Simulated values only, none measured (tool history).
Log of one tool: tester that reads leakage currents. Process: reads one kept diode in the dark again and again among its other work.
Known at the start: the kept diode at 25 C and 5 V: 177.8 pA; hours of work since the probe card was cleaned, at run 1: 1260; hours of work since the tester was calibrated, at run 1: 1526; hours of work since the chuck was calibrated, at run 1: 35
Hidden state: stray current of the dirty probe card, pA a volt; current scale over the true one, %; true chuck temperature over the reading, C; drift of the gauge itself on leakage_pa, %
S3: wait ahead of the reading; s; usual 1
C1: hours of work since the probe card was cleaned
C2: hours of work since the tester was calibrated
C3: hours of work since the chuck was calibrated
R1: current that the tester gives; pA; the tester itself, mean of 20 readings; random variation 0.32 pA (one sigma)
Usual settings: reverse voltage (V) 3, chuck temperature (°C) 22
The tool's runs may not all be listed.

run 1 day=0 | reverse_voltage_(V)=3 chuck_temperature_(°C)=22 S3=1 | C1=1260 C2=1526 C3=35 | R1=104.16
run 2 day=2.308 | reverse_voltage_(V)=3 chuck_temperature_(°C)=22 S3=1 | C1=1287 C2=1553 C3=63 | R1=104.44
run 3 day=6.054 | reverse_voltage_(V)=3 chuck_temperature_(°C)=22 S3=1 | C1=1331 C2=1597 C3=107 | R1=104.12
run 4 day=9.025 | reverse_voltage_(V)=3 chuck_temperature_(°C)=22 S3=1 | C1=1366 C2=1632 C3=141 | R1=104.19
run 5 day=10.775 | reverse_voltage_(V)=3 chuck_temperature_(°C)=22 S3=1 | C1=1387 C2=1652 C3=162 | R1=103.66
run 6 day=12.554 | reverse_voltage_(V)=3 chuck_temperature_(°C)=30 S3=1 | C1=1407 C2=1673 C3=183 | R1=216.8
run 7 day=14.454 | reverse_voltage_(V)=3 chuck_temperature_(°C)=30 S3=1 | C1=1430 C2=1695 C3=205 | R1=216.02
run 8 day=16.804 | reverse_voltage_(V)=3 chuck_temperature_(°C)=30 S3=1 | C1=1457 C2=1723 C3=233 | R1=217.7
run 9 day=20.438 | reverse_voltage_(V)=3 chuck_temperature_(°C)=30 S3=1 | C1=1500 C2=1766 C3=276 | R1=217.53
run 10 day=24.346 | reverse_voltage_(V)=3 chuck_temperature_(°C)=30 S3=1 | C1=1546 C2=1812 C3=322 | R1=217.17
run 11 day=26.471 | reverse_voltage_(V)=3 chuck_temperature_(°C)=30 S3=1 | C1=1571 C2=1837 C3=346 | R1=217.52
run 12 day=29.008 | reverse_voltage_(V)=3 chuck_temperature_(°C)=22 S3=1 | C1=1601 C2=1867 C3=376 | R1=104.15
run 13 day=30.975 | reverse_voltage_(V)=3 chuck_temperature_(°C)=37 S3=1 | C1=1624 C2=1890 C3=399 | R1=400.16
run 14 day=33.296 | reverse_voltage_(V)=3 chuck_temperature_(°C)=37 S3=1 | C1=1651 C2=1917 C3=427 | R1=396.86
run 15 day=36.729 | reverse_voltage_(V)=3 chuck_temperature_(°C)=45 S3=1 | C1=1692 C2=1957 C3=467 | R1=780.14
run 16 day=40.038 | reverse_voltage_(V)=3 chuck_temperature_(°C)=22 S3=1 | C1=1730 C2=1996 C3=506 | R1=104.79
run 17 day=42.758 | reverse_voltage_(V)=3 chuck_temperature_(°C)=22 S3=1 | C1=1762 C2=2028 C3=538 | R1=104.28
run 18 day=44.538 | reverse_voltage_(V)=3 chuck_temperature_(°C)=21 S3=1 | C1=1783 C2=2049 C3=559 | R1=94.77
run 19 day=46.288 | reverse_voltage_(V)=3 chuck_temperature_(°C)=21 S3=1 | C1=1804 C2=2070 C3=579 | R1=94.9
run 20 day=50.242 | reverse_voltage_(V)=3 chuck_temperature_(°C)=21 S3=1 | C1=1850 C2=2116 C3=626 | R1=94.75
run 21 day=54.4 | reverse_voltage_(V)=3 chuck_temperature_(°C)=21 S3=1 | C1=1899 C2=2165 C3=675 | R1=95.05
-- day=54.775 chuck's temperature calibrated
run 22 day=57.583 | reverse_voltage_(V)=3 chuck_temperature_(°C)=22 S3=1.51 | C1=1936 C2=2201 C3=33 | R1=103.49
run 23 day=59.992 | reverse_voltage_(V)=3 chuck_temperature_(°C)=22 S3=1.51 | C1=1964 C2=2230 C3=61 | R1=103.35
run 24 day=63.204 | reverse_voltage_(V)=3 chuck_temperature_(°C)=22 S3=1.51 | C1=2002 C2=2267 C3=99 | R1=103.52
run 25 day=65.125 | reverse_voltage_(V)=3 chuck_temperature_(°C)=22 S3=1.51 | C1=2024 C2=2290 C3=122 | R1=103.88
run 26 day=66.862 | reverse_voltage_(V)=8.37 chuck_temperature_(°C)=25 S3=0.58 | C1=2045 C2=2310 C3=142 | R1=239.2
run 27 day=69.117 | reverse_voltage_(V)=1.38 chuck_temperature_(°C)=48 S3=6.18 | C1=2071 C2=2337 C3=169 | R1=663.24
run 28 day=71.933 | reverse_voltage_(V)=12.88 chuck_temperature_(°C)=35 S3=0.76 | C1=2104 C2=2370 C3=202 | R1=722.59
run 29 day=73.854 | reverse_voltage_(V)=12.88 chuck_temperature_(°C)=35 S3=0.76 | C1=2127 C2=2393 C3=224 | R1=723.75
run 30 day=75.817 | reverse_voltage_(V)=12.88 chuck_temperature_(°C)=35 S3=0.76 | C1=2150 C2=2416 C3=247 | R1=721.26
run 31 day=78.775 | reverse_voltage_(V)=4.43 chuck_temperature_(°C)=27 S3=0.76 | C1=2185 C2=2450 C3=282 | R1=203.41
run 32 day=81.421 | reverse_voltage_(V)=10.06 chuck_temperature_(°C)=56 S3=5.33 | C1=2216 C2=2482 C3=313 | R1=3480.77
run 33 day=84.346 | reverse_voltage_(V)=10.06 chuck_temperature_(°C)=56 S3=3.73 | C1=2250 C2=2516 C3=347 | R1=3473.73
run 34 day=88.158 | reverse_voltage_(V)=1.38 chuck_temperature_(°C)=56 S3=3.73 | C1=2295 C2=2561 C3=392 | R1=1245.58
run 35 day=91.146 | reverse_voltage_(V)=3 chuck_temperature_(°C)=43 S3=8.97 | C1=2330 C2=2596 C3=427 | R1=664.71
run 36 day=93.821 | reverse_voltage_(V)=7.01 chuck_temperature_(°C)=25 S3=8.97 | C1=2362 C2=2627 C3=459 | R1=210.67
run 37 day=96.079 | reverse_voltage_(V)=7.01 chuck_temperature_(°C)=25 S3=8.97 | C1=2388 C2=2654 C3=485 | R1=212.64
-- day=97.121 tester calibrated
run 38 day=99.308 | reverse_voltage_(V)=3 chuck_temperature_(°C)=44 S3=1.6 | C1=2425 C2=26 C3=522 | R1=715.29
run 39 day=103.296 | reverse_voltage_(V)=8.54 chuck_temperature_(°C)=50 S3=6.63 | C1=2472 C2=73 C3=569 | R1=2003.76
run 40 day=105.862 | reverse_voltage_(V)=15.1 chuck_temperature_(°C)=31 S3=0.79 | C1=2502 C2=103 C3=599 | R1=555.21

Forecast each of these 3 alternatives for the next run:
run A day=109.254 | reverse_voltage_(V)=1.19 chuck_temperature_(°C)=22 S3=1 | C1=2542 C2=143 C3=639 | R1=?
run B day=109.254 | reverse_voltage_(V)=15.1 chuck_temperature_(°C)=35 S3=1.83 | C1=2542 C2=143 C3=639 | R1=?
run C day=109.254 | reverse_voltage_(V)=19.23 chuck_temperature_(°C)=31 S3=0.79 | C1=2542 C2=143 C3=639 | R1=?

run=A R1=64.32
run=B R1=778.37
run=C R1=625.27
Without the tool's hidden state the same runs would have given:
run=A R1=64.29
run=B R1=777.95
run=C R1=624.91
